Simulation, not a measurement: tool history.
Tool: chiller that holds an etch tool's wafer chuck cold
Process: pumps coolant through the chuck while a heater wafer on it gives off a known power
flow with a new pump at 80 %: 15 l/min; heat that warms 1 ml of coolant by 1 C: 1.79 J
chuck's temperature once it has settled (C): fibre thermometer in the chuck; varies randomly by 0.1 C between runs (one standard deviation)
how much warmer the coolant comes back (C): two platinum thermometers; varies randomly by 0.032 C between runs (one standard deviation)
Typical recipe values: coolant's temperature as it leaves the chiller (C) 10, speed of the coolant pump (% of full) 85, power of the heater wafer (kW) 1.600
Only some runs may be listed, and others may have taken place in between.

run	day	coolant's temperature as it leaves the chiller (C)	speed of the coolant pump (% of full)	power of the heater wafer (kW)	chuck's temperature once it has settled (C)	how much warmer the coolant comes back (C)
1	0.000	10	85	1.600	20.2	3.29
2	4.371	10	85	1.600	20.3	3.30
3	7.175	10	85	1.370	18.7	2.89
4	13.196	10	85	1.998	22.5	4.15
5	16.142	10	85	1.998	22.8	4.18
6	20.108	10	85	1.600	20.0	3.34
7	23.262	10	85	1.600	20.3	3.31
8	29.167	10	85	1.600	20.1	3.25
9	35.454	10	85	1.600	20.1	3.32
10	40.700	10	85	1.600	20.4	3.30
11	46.512	10	85	1.600	20.3	3.24
12	52.200	10	85	0.840	15.3	1.63
13	54.946	19	85	1.600	29.2	3.22
14	58.283	10	93	1.600	19.4	2.90
15	62.004	10	85	0.826	15.3	1.59
16	68.467	10	66	0.826	16.6	2.17
17	73.212	17	66	0.826	23.8	2.16
18	76.379	10	85	1.404	18.9	2.82
19	80.542	17	75	1.011	24.2	2.29
20	86.529	17	75	1.011	24.3	2.24
21	91.646	14	85	0.829	19.1	1.64
22	94.592	14	85	0.829	19.2	1.62
23	100.408	12	85	1.582	22.0	3.11
24	106.733	19	78	1.598	30.1	3.45
25	109.900	19	72	1.598	30.9	3.83
26	113.608	18	75	2.141	33.4	4.97
27	119.175	4	62	2.141	22.6	6.19
28	123.175	13	72	1.018	20.6	2.33
29	127.550	19	77	2.385	35.7	5.34
30	131.100	19	77	2.385	35.9	5.37
31	133.883	3	85	1.365	11.6	2.67
32	139.938	18	65	2.021	34.8	5.49
# day 142.029: gauge calibrated
33	144.396	18	65	2.021	34.8	5.66

Alternative continuations, all from the tool just after run 33; predict every row:
A	149.862	4	85	1.307	?	?
B	149.862	8	69	0.949	?	?
C	149.862	7	65	1.877	?	?

run	chuck's temperature once it has settled (C)	how much warmer the coolant comes back (C)
A	12.4	2.64
B	15.4	2.44
C	22.6	5.36
Had the tool no hidden state, the same runs would have come out as:
run	chuck's temperature once it has settled (C)	how much warmer the coolant comes back (C)
A	12.4	2.65
B	15.4	2.45
C	22.6	5.37
